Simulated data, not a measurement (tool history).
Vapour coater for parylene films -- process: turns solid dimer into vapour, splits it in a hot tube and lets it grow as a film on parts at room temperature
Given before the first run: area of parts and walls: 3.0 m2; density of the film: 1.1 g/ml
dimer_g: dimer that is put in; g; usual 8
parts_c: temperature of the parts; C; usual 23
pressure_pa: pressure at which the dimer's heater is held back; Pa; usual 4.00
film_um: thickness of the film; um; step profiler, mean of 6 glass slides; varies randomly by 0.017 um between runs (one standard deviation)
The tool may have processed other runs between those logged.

| run | hour | dimer_g | parts_c | pressure_pa | film_um |
|---|---|---|---|---|---|
| 1 | 0.0 | 8 | 23 | 4.00 | 1.20 |
| 2 | 28.7 | 8 | 23 | 4.00 | 1.17 |
| 3 | 53.5 | 8 | 31 | 4.00 | 0.95 |
| 4 | 78.1 | 8 | 31 | 4.00 | 0.93 |
| 5 | 106.3 | 8 | 31 | 4.00 | 0.93 |
| 6 | 130.7 | 8 | 31 | 4.00 | 0.90 |
| 7 | 153.1 | 8 | 31 | 4.00 | 0.93 |
| 8 | 171.6 | 8 | 23 | 7.63 | 1.05 |
| 9 | 201.5 | 3 | 23 | 4.00 | 0.47 |
| 10 | 221.2 | 8 | 23 | 4.32 | 1.16 |
| 11 | 239.2 | 8 | 23 | 4.00 | 1.17 |
| 12 | 258.4 | 8 | 23 | 9.02 | 1.07 |
| 13 | 293.9 | 8 | 23 | 9.02 | 1.04 |
| 14 | 323.7 | 8 | 23 | 9.02 | 1.03 |
| 15 | 343.4 | 8 | 23 | 4.00 | 1.10 |
| 16 | 370.6 | 8 | 23 | 4.00 | 1.14 |
| 17 | 388.9 | 8 | 23 | 4.00 | 1.12 |
| 18 | 409.5 | 8 | 23 | 4.00 | 1.13 |
| 19 | 446.0 | 8 | 23 | 4.00 | 1.11 |
| 20 | 468.8 | 8 | 23 | 4.00 | 1.08 |
| 21 | 495.2 | 8 | 23 | 4.00 | 1.11 |
| 22 | 511.8 | 8 | 23 | 4.00 | 1.13 |
| 23 | 530.0 | 8 | 23 | 4.00 | 1.09 |
| 24 | 549.9 | 7 | 23 | 4.00 | 0.97 |
| 25 | 572.7 | 7 | 23 | 4.00 | 0.94 |
| 26 | 608.1 | 7 | 23 | 4.00 | 0.97 |
| 27 | 629.1 | 8 | 23 | 2.06 | 1.16 |
| 28 | 653.0 | 4 | 16 | 4.00 | 0.66 |
| 29 | 688.4 | 4 | 20 | 3.31 | 0.60 |
| 30 | 713.6 | 8 | 18 | 4.57 | 1.22 |
| 31 | 748.1 | 8 | 22 | 4.21 | 1.12 |
|  | 767.6 | trap's valve overhauled |
| 32 | 773.1 | 6 | 24 | 7.76 | 0.80 |
| 33 | 804.6 | 6 | 24 | 7.76 | 0.78 |
| 34 | 833.7 | 6 | 22 | 7.76 | 0.83 |
| 35 | 854.7 | 5 | 23 | 7.44 | 0.68 |
| 36 | 875.1 | 8 | 20 | 3.40 | 1.32 |
| 37 | 898.5 | 10 | 20 | 3.12 | 1.61 |
| 38 | 935.9 | 6 | 17 | 2.13 | 1.15 |
| 39 | 962.0 | 14 | 17 | 4.78 | 2.41 |
| 40 | 999.3 | 14 | 17 | 4.78 | 2.39 |
| 41 | 1017.9 | 3 | 15 | 10.31 | 0.49 |
| 42 | 1034.8 | 12 | 18 | 6.36 | 1.87 |
| 43 | 1065.4 | 12 | 18 | 6.36 | 1.91 |
| 44 | 1082.8 | 8 | 23 | 4.00 | 1.13 |
| 45 | 1106.3 | 13 | 31 | 2.04 | 1.52 |
| 46 | 1137.0 | 13 | 31 | 2.04 | 1.53 |
| 47 | 1163.0 | 13 | 31 | 2.04 | 1.52 |

Selected run-to-run steps in film_um, each split into two signed amounts: the part the tool would show with no hidden state at all (from settings, incoming material and random variation), and the remainder, which goes to the hidden state together with any gauge scatter not common to the measured and the hidden-state-free results:
The hidden state here: vapour lost through the trap's worn valve, %; true temperature of the parts over the reading, C; drift of the gauge itself on film_um, %.
Run 29 -> 30: dimer_g 4 -> 8, parts_c 20 -> 18, pressure_pa 3.31 -> 4.57. film_um +0.62 um: hidden state -0.09, all else +0.71.
Run 31 -> 32: dimer_g 8 -> 6, parts_c 22 -> 24, pressure_pa 4.21 -> 7.76, trap's valve overhauled. film_um -0.32 um: hidden state +0.13, all else -0.45.
Run 38 -> 39: dimer_g 6 -> 14, pressure_pa 2.13 -> 4.78. film_um +1.26 um: hidden state -0.06, all else +1.32.
Run 40 -> 41: dimer_g 14 -> 3, parts_c 17 -> 15, pressure_pa 4.78 -> 10.31. film_um -1.90 um: hidden state +0.10, all else -2.00.
Run 41 -> 42: dimer_g 3 -> 12, parts_c 15 -> 18, pressure_pa 10.31 -> 6.36. film_um +1.38 um: hidden state -0.08, all else +1.46.
